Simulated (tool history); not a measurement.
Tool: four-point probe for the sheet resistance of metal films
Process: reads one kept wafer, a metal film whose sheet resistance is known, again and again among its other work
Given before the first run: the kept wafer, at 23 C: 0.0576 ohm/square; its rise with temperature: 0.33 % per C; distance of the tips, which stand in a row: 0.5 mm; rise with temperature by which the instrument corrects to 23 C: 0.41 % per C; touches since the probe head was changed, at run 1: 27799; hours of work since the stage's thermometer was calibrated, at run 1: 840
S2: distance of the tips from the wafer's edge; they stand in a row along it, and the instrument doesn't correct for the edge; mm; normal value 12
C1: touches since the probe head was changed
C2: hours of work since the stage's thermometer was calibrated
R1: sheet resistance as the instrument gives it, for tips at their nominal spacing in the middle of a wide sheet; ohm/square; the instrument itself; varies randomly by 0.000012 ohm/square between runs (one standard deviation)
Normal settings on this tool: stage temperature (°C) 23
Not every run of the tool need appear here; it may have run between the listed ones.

Run 1, hour 0: usual settings; C1 27799; C2 840. Result: R1 0.057739 ohm/square.
Run 2, hour 33.8: usual settings but stage temperature (°C) 18; C1 28494; C2 857. Result: R1 0.057991 ohm/square.
Run 3, hour 57.8: usual settings; C1 28987; C2 870. Result: R1 0.057743 ohm/square.
Run 4, hour 83.5: usual settings; C1 29517; C2 883. Result: R1 0.057764 ohm/square.
Run 5, hour 107.8: usual settings; C1 30015; C2 895. Result: R1 0.057755 ohm/square.
Run 6, hour 122.8: usual settings; C1 30323; C2 903. Result: R1 0.057746 ohm/square.
Run 7, hour 150.1: usual settings; C1 30884; C2 917. Result: R1 0.057754 ohm/square.
Run 8, hour 171.8: usual settings; C1 31330; C2 928. Result: R1 0.057761 ohm/square.
Run 9, hour 201.6: usual settings; C1 31944; C2 943. Result: R1 0.057777 ohm/square.
Run 10, hour 235.2: usual settings; C1 32633; C2 961. Result: R1 0.057772 ohm/square.
Run 11, hour 262.9: usual settings; C1 33203; C2 975. Result: R1 0.057752 ohm/square.
Run 12, hour 281.2: usual settings; C1 33579; C2 984. Result: R1 0.057771 ohm/square.
Run 13, hour 296.3: usual settings; C1 33890; C2 992. Result: R1 0.057767 ohm/square.
Run 14, hour 320.2: usual settings but stage temperature (°C) 24; C1 34381; C2 1004. Result: R1 0.05773 ohm/square.
Run 15, hour 335.5: usual settings but stage temperature (°C) 24; C1 34695; C2 1012. Result: R1 0.057712 ohm/square.
Run 16, hour 354.5: usual settings but stage temperature (°C) 24; C1 35085; C2 1022. Result: R1 0.057739 ohm/square.
Run 17, hour 385.5: usual settings but stage temperature (°C) 24; C1 35723; C2 1038. Result: R1 0.057746 ohm/square.
Run 18, hour 414.4: usual settings but stage temperature (°C) 24; C1 36316; C2 1053. Result: R1 0.057756 ohm/square.
Run 19, hour 440: usual settings but stage temperature (°C) 24, S2 17 mm; C1 36842; C2 1066. Result: R1 0.057747 ohm/square.
Run 20, hour 460.4: usual settings but S2 4 mm; C1 37262; C2 1076. Result: R1 0.058225 ohm/square.
Run 21, hour 490: usual settings but S2 4 mm; C1 37870; C2 1091. Result: R1 0.058214 ohm/square.
Run 22, hour 521.8: usual settings but S2 4 mm; C1 38523; C2 1108. Result: R1 0.058232 ohm/square.
Run 23, hour 544.8: usual settings but stage temperature (°C) 26, S2 40 mm; C1 38997; C2 1119. Result: R1 0.057623 ohm/square.
Run 24, hour 564.1: usual settings but stage temperature (°C) 26, S2 40 mm; C1 39393; C2 1129. Result: R1 0.057611 ohm/square.
Run 25, hour 586.7: usual settings but stage temperature (°C) 34, S2 4 mm; C1 39858; C2 1141. Result: R1 0.057732 ohm/square.
Run 26, hour 610.9: usual settings but stage temperature (°C) 20, S2 17 mm; C1 40354; C2 1153. Result: R1 0.057932 ohm/square.
Run 27, hour 640.3: usual settings but stage temperature (°C) 21, S2 17 mm; C1 40958; C2 1168. Result: R1 0.057868 ohm/square.
Run 28, hour 661.6: usual settings but stage temperature (°C) 24, S2 51 mm; C1 41397; C2 1179. Result: R1 0.057713 ohm/square.
Run 29, hour 682.5: usual settings but stage temperature (°C) 24, S2 51 mm; C1 41827; C2 1190. Result: R1 0.057729 ohm/square.
At hour 685.7: stage's thermometer calibrated.
Run 30, hour 700.9: usual settings but stage temperature (°C) 20, S2 5 mm; C1 42194; C2 8. Result: R1 0.058257 ohm/square.
Run 31, hour 714.7: usual settings but stage temperature (°C) 27; C1 42479; C2 15. Result: R1 0.057662 ohm/square.
Run 32, hour 734.2: usual settings but stage temperature (°C) 27; C1 42878; C2 25. Result: R1 0.05764 ohm/square.
Run 33, hour 754.5: usual settings but S2 5 mm; C1 43297; C2 35. Result: R1 0.058097 ohm/square.
Run 34, hour 769.3: usual settings but stage temperature (°C) 30, S2 23 mm; C1 43601; C2 43. Result: R1 0.057504 ohm/square.
Run 35, hour 800.8: usual settings but stage temperature (°C) 30; C1 44248; C2 59. Result: R1 0.057551 ohm/square.
Run 36, hour 815: usual settings but stage temperature (°C) 30; C1 44540; C2 66. Result: R1 0.057541 ohm/square.
At hour 818.1: stage's thermometer calibrated, once more.
Run 37, hour 831.6: usual settings but stage temperature (°C) 30; C1 44870; C2 7. Result: R1 0.057442 ohm/square.
Run 38, hour 854.9: usual settings but stage temperature (°C) 30; C1 45349; C2 19. Result: R1 0.057436 ohm/square.
Run 39, hour 879.9: usual settings but stage temperature (°C) 30; C1 45864; C2 32. Result: R1 0.057414 ohm/square.
Run 40, hour 910.6: usual settings but stage temperature (°C) 30; C1 46495; C2 47. Result: R1 0.05743 ohm/square.
Run 41, hour 941.7: usual settings but stage temperature (°C) 30; C1 47133; C2 63. Result: R1 0.057438 ohm/square.
Run 42, hour 969.7: usual settings but stage temperature (°C) 27; C1 47709; C2 78. Result: R1 0.057571 ohm/square.
Run 43, hour 996.1: usual settings but S2 18 mm; C1 48252; C2 91. Result: R1 0.057741 ohm/square.
Run 44, hour 1026.5: usual settings but S2 6 mm; C1 48876; C2 107. Result: R1 0.057952 ohm/square.

Describe how what the log doesn't record of the tool's condition differs between the last listed run preceding each entry between runs and the first listed run following it.
Logged between run 29 and run 30: stage's thermometer calibrated (hour 685.7)
  inner tips' distance over the nominal, %: 0.137 -> 0.138; wafer's true temperature over the reading, C: 0.4 -> 0.52
  measured minus no-state result, R1: +0.000162 -> +0.000189 ohm/square
Logged between run 36 and run 37: stage's thermometer calibrated, once more (hour 818.1)
  inner tips' distance over the nominal, %: 0.151 -> 0.153; wafer's true temperature over the reading, C: 0.54 -> 0.01
  measured minus no-state result, R1: +0.000195 -> +0.000097 ohm/square
